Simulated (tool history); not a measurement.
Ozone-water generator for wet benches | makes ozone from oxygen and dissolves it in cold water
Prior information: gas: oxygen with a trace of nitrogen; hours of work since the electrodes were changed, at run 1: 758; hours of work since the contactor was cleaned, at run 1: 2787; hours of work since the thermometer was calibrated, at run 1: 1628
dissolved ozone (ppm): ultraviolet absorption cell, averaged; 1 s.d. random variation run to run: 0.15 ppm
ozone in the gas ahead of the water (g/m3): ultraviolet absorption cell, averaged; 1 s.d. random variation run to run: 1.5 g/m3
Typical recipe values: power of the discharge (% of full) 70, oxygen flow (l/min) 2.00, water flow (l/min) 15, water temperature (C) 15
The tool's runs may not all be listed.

| run | hour | power of the discharge (% of full) | oxygen flow (l/min) | water flow (l/min) | water temperature (C) | hours of work since the electrodes were changed | hours of work since the contactor was cleaned | hours of work since the thermometer was calibrated | dissolved ozone (ppm) | ozone in the gas ahead of the water (g/m3) |
|---|---|---|---|---|---|---|---|---|---|---|
| 1 | 0.0 | 70 | 2.00 | 15 | 15 | 758 | 2787 | 1628 | 19.7 | 272.4 |
| 2 | 74.5 | 70 | 2.00 | 15 | 15 | 817 | 2845 | 1686 | 19.8 | 274.2 |
| 3 | 124.3 | 70 | 2.00 | 15 | 15 | 856 | 2884 | 1725 | 19.7 | 273.3 |
| 4 | 183.2 | 70 | 2.00 | 15 | 15 | 902 | 2930 | 1771 | 19.6 | 274.7 |
| 5 | 232.5 | 70 | 1.46 | 15 | 15 | 941 | 2969 | 1810 | 18.4 | 328.3 |
| 6 | 314.4 | 70 | 1.46 | 15 | 15 | 1005 | 3033 | 1874 | 18.7 | 330.5 |
| 7 | 361.9 | 73 | 1.46 | 15 | 15 | 1042 | 3070 | 1911 | 19.1 | 339.4 |
| 8 | 445.0 | 70 | 2.00 | 15 | 10 | 1107 | 3135 | 1977 | 20.7 | 269.1 |
| 9 | 535.8 | 70 | 2.00 | 15 | 10 | 1179 | 3207 | 2048 | 20.8 | 272.5 |
| 10 | 601.8 | 70 | 1.85 | 15 | 15 | 1230 | 3258 | 2100 | 19.2 | 284.1 |
| 11 | 643.3 | 70 | 1.85 | 15 | 15 | 1263 | 3291 | 2132 | 19.6 | 284.5 |
| 12 | 723.7 | 70 | 1.85 | 15 | 15 | 1326 | 3354 | 2195 | 19.4 | 283.4 |
| 13 | 789.4 | 45 | 2.00 | 15 | 15 | 1377 | 3406 | 2247 | 14.1 | 196.3 |
| 14 | 832.4 | 70 | 2.00 | 15 | 17 | 1411 | 3439 | 2280 | 19.3 | 270.2 |
| 15 | 892.0 | 70 | 2.00 | 15 | 17 | 1458 | 3486 | 2327 | 19.2 | 269.6 |
| 16 | 973.5 | 74 | 2.49 | 15 | 9 | 1522 | 3550 | 2391 | 22.5 | 246.8 |
| 17 | 1064.0 | 74 | 2.49 | 15 | 9 | 1593 | 3621 | 2462 | 22.1 | 246.6 |
| 18 | 1156.3 | 70 | 1.10 | 17 | 15 | 1665 | 3693 | 2534 | 15.3 | 385.4 |
| 19 | 1197.6 | 70 | 1.10 | 17 | 15 | 1697 | 3726 | 2567 | 15.2 | 384.8 |
| 20 | 1273.2 | 70 | 1.10 | 9 | 15 | 1757 | 3785 | 2626 | 29.4 | 383.7 |
| 21 | 1353.1 | 70 | 1.10 | 9 | 15 | 1819 | 3848 | 2689 | 29.4 | 383.7 |
| 22 | 1399.1 | 70 | 2.42 | 15 | 15 | 1856 | 3884 | 2725 | 20.1 | 241.3 |
| 23 | 1437.2 | 64 | 1.05 | 15 | 17 | 1885 | 3914 | 2755 | 16.2 | 367.6 |
| 24 | 1489.1 | 64 | 1.05 | 15 | 17 | 1926 | 3954 | 2795 | 16.0 | 367.6 |
| 25 | 1526.9 | 70 | 1.13 | 15 | 23 | 1956 | 3984 | 2825 | 16.7 | 377.0 |
| 26 | 1564.7 | 64 | 2.00 | 11 | 15 | 1985 | 4014 | 2855 | 24.4 | 251.3 |
| 27 | 1644.6 | 64 | 2.00 | 11 | 15 | 2048 | 4076 | 2917 | 24.5 | 251.6 |
| 28 | 1726.9 | 63 | 2.00 | 15 | 16 | 2113 | 4141 | 2982 | 18.0 | 248.2 |

Branching from run 28: 4 alternative next runs. What would each branch give?
| A | 1810.8 | 64 | 2.00 | 23 | 7 | 2178 | 4206 | 3048 | ? | ? |
| B | 1810.8 | 59 | 2.00 | 15 | 16 | 2178 | 4206 | 3048 | ? | ? |
| C | 1810.8 | 70 | 1.35 | 12 | 20 | 2178 | 4206 | 3048 | ? | ? |
| D | 1810.8 | 63 | 2.00 | 15 | 18 | 2178 | 4206 | 3048 | ? | ? |

| run | dissolved ozone (ppm) | ozone in the gas ahead of the water (g/m3) |
|---|---|---|
| A | 12.1 | 249.7 |
| B | 17.3 | 237.6 |
| C | 22.1 | 335.9 |
| D | 17.8 | 247.6 |
Take away the tool's hidden state, keep each run's random variation, and the runs would have read:
| run | dissolved ozone (ppm) | ozone in the gas ahead of the water (g/m3) |
|---|---|---|
| A | 12.1 | 254.7 |
| B | 17.3 | 242.3 |
| C | 22.1 | 342.6 |
| D | 17.8 | 252.5 |
